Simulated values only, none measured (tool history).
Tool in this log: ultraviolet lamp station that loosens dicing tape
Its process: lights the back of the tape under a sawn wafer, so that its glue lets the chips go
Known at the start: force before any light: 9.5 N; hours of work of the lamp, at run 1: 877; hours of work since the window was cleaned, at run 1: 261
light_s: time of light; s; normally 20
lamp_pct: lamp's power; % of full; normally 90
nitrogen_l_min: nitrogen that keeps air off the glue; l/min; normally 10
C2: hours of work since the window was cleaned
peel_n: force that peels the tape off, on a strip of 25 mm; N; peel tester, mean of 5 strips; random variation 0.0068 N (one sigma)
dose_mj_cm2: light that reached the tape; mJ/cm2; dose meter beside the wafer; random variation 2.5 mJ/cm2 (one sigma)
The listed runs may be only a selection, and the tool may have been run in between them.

Run 1, hour 0.0: usual settings; hours of work of the lamp 877; C2 261. Result: peel_n 0.464 N, dose_mj_cm2 222 mJ/cm2.
Run 2, hour 33.8: usual settings; hours of work of the lamp 896; C2 281. Result: peel_n 0.472 N, dose_mj_cm2 222 mJ/cm2.
Run 3, hour 57.8: usual settings; hours of work of the lamp 910; C2 295. Result: peel_n 0.495 N, dose_mj_cm2 218 mJ/cm2.
Run 4, hour 97.5: usual settings; hours of work of the lamp 933; C2 318. Result: peel_n 0.484 N, dose_mj_cm2 217 mJ/cm2.
Run 5, hour 123.4: usual settings; hours of work of the lamp 948; C2 332. Result: peel_n 0.496 N, dose_mj_cm2 217 mJ/cm2.
Run 6, hour 166.0: usual settings but light_s 29 s; hours of work of the lamp 973; C2 357. Result: peel_n 0.256 N, dose_mj_cm2 306 mJ/cm2.
Run 7, hour 186.8: usual settings; hours of work of the lamp 985; C2 369. Result: peel_n 0.521 N, dose_mj_cm2 208 mJ/cm2.
Run 8, hour 210.8: usual settings; hours of work of the lamp 998; C2 383. Result: peel_n 0.531 N, dose_mj_cm2 207 mJ/cm2.
Run 9, hour 249.1: usual settings; hours of work of the lamp 1020; C2 405. Result: peel_n 0.550 N, dose_mj_cm2 205 mJ/cm2.
Run 10, hour 286.6: usual settings; hours of work of the lamp 1042; C2 426. Result: peel_n 0.556 N, dose_mj_cm2 208 mJ/cm2.
Run 11, hour 321.7: usual settings; hours of work of the lamp 1062; C2 447. Result: peel_n 0.564 N, dose_mj_cm2 201 mJ/cm2.
Run 12, hour 356.7: usual settings but light_s 32 s; hours of work of the lamp 1082; C2 467. Result: peel_n 0.226 N, dose_mj_cm2 317 mJ/cm2.
At hour 383.9: lamp changed.
Run 13, hour 401.0: usual settings but light_s 32 s; hours of work of the lamp 10; C2 492. Result: peel_n 0.170 N, dose_mj_cm2 474 mJ/cm2.
Run 14, hour 439.0: usual settings but light_s 32 s; hours of work of the lamp 32; C2 514. Result: peel_n 0.169 N, dose_mj_cm2 471 mJ/cm2.
Run 15, hour 478.4: usual settings but light_s 32 s; hours of work of the lamp 54; C2 536. Result: peel_n 0.165 N, dose_mj_cm2 463 mJ/cm2.
Run 16, hour 505.9: usual settings; hours of work of the lamp 70; C2 552. Result: peel_n 0.269 N, dose_mj_cm2 291 mJ/cm2.
Run 17, hour 528.8: usual settings but nitrogen_l_min 6 l/min; hours of work of the lamp 83; C2 565. Result: peel_n 0.414 N, dose_mj_cm2 289 mJ/cm2.
At hour 532.7: window cleaned of glue's vapour.
Run 18, hour 557.5: usual settings but nitrogen_l_min 6 l/min; hours of work of the lamp 100; C2 14. Result: peel_n 0.372 N, dose_mj_cm2 297 mJ/cm2.
Run 19, hour 580.4: usual settings; hours of work of the lamp 113; C2 28. Result: peel_n 0.240 N, dose_mj_cm2 296 mJ/cm2.
Run 20, hour 600.7: usual settings but light_s 32 s, nitrogen_l_min 13 l/min; hours of work of the lamp 125; C2 39. Result: peel_n 0.173 N, dose_mj_cm2 481 mJ/cm2.
Run 21, hour 634.9: usual settings but nitrogen_l_min 13 l/min; hours of work of the lamp 144; C2 59. Result: peel_n 0.216 N, dose_mj_cm2 299 mJ/cm2.
Run 22, hour 671.1: usual settings but nitrogen_l_min 13 l/min; hours of work of the lamp 165; C2 80. Result: peel_n 0.217 N, dose_mj_cm2 293 mJ/cm2.
Run 23, hour 698.4: usual settings but light_s 13 s, nitrogen_l_min 14 l/min; hours of work of the lamp 181; C2 95. Result: peel_n 0.490 N, dose_mj_cm2 186 mJ/cm2.
Run 24, hour 735.6: usual settings but light_s 13 s, nitrogen_l_min 14 l/min; hours of work of the lamp 202; C2 117. Result: peel_n 0.470 N, dose_mj_cm2 185 mJ/cm2.
Run 25, hour 759.8: usual settings but lamp_pct 69 % of full; hours of work of the lamp 216; C2 131. Result: peel_n 0.455 N, dose_mj_cm2 223 mJ/cm2.
Run 26, hour 799.8: usual settings but lamp_pct 91 % of full; hours of work of the lamp 239; C2 154. Result: peel_n 0.269 N, dose_mj_cm2 289 mJ/cm2.
Run 27, hour 836.1: usual settings but lamp_pct 91 % of full; hours of work of the lamp 260; C2 175. Result: peel_n 0.271 N, dose_mj_cm2 284 mJ/cm2.
Run 28, hour 872.3: usual settings but light_s 29 s, lamp_pct 67 % of full; hours of work of the lamp 281; C2 196. Result: peel_n 0.235 N, dose_mj_cm2 303 mJ/cm2.
Run 29, hour 915.7: usual settings but nitrogen_l_min 18 l/min; hours of work of the lamp 306; C2 221. Result: peel_n 0.200 N, dose_mj_cm2 278 mJ/cm2.
Run 30, hour 956.8: usual settings but light_s 24 s, lamp_pct 93 % of full, nitrogen_l_min 18 l/min; hours of work of the lamp 330; C2 244. Result: peel_n 0.176 N, dose_mj_cm2 340 mJ/cm2.
Run 31, hour 978.5: usual settings but light_s 12 s, lamp_pct 93 % of full, nitrogen_l_min 7 l/min; hours of work of the lamp 342; C2 257. Result: peel_n 1.088 N, dose_mj_cm2 168 mJ/cm2.
Run 32, hour 1005.9: usual settings but light_s 15 s, lamp_pct 61 % of full; hours of work of the lamp 358; C2 273. Result: peel_n 1.277 N, dose_mj_cm2 137 mJ/cm2.
Run 33, hour 1029.9: usual settings but light_s 23 s, lamp_pct 82 % of full, nitrogen_l_min 15 l/min; hours of work of the lamp 372; C2 286. Result: peel_n 0.213 N, dose_mj_cm2 283 mJ/cm2.
Run 34, hour 1061.7: usual settings but light_s 23 s, lamp_pct 82 % of full, nitrogen_l_min 15 l/min; hours of work of the lamp 390; C2 305. Result: peel_n 0.215 N, dose_mj_cm2 279 mJ/cm2.
Run 35, hour 1100.1: usual settings but light_s 10 s, lamp_pct 94 % of full, nitrogen_l_min 5 l/min; hours of work of the lamp 412; C2 327. Result: peel_n 2.026 N, dose_mj_cm2 136 mJ/cm2.
Run 36, hour 1143.3: usual settings but light_s 29 s, lamp_pct 75 % of full, nitrogen_l_min 9 l/min; hours of work of the lamp 437; C2 352. Result: peel_n 0.242 N, dose_mj_cm2 315 mJ/cm2.
Run 37, hour 1183.6: usual settings but light_s 29 s, lamp_pct 75 % of full, nitrogen_l_min 9 l/min; hours of work of the lamp 460; C2 375. Result: peel_n 0.260 N, dose_mj_cm2 315 mJ/cm2.

3 ways to go on from here, each from the tool as it stands after run 37. What would each give?
Run A, hour 1211.7: usual settings but light_s 11 s, lamp_pct 75 % of full, nitrogen_l_min 13 l/min; hours of work of the lamp 477; C2 391. Result: peel_n ?, dose_mj_cm2 ?.
Run B, hour 1211.7: usual settings but light_s 15 s, lamp_pct 61 % of full, nitrogen_l_min 9 l/min; hours of work of the lamp 477; C2 391. Result: peel_n ?, dose_mj_cm2 ?.
Run C, hour 1211.7: usual settings but nitrogen_l_min 11 l/min; hours of work of the lamp 477; C2 391. Result: peel_n ?, dose_mj_cm2 ?.

run  peel_n  dose_mj_cm2
  A   1.347          122
  B   1.457          131
  C   0.328          258
What these runs would have given with no unlogged condition in the tool:
run  peel_n  dose_mj_cm2
  A   0.911          149
  B   0.996          161
  C   0.237          316
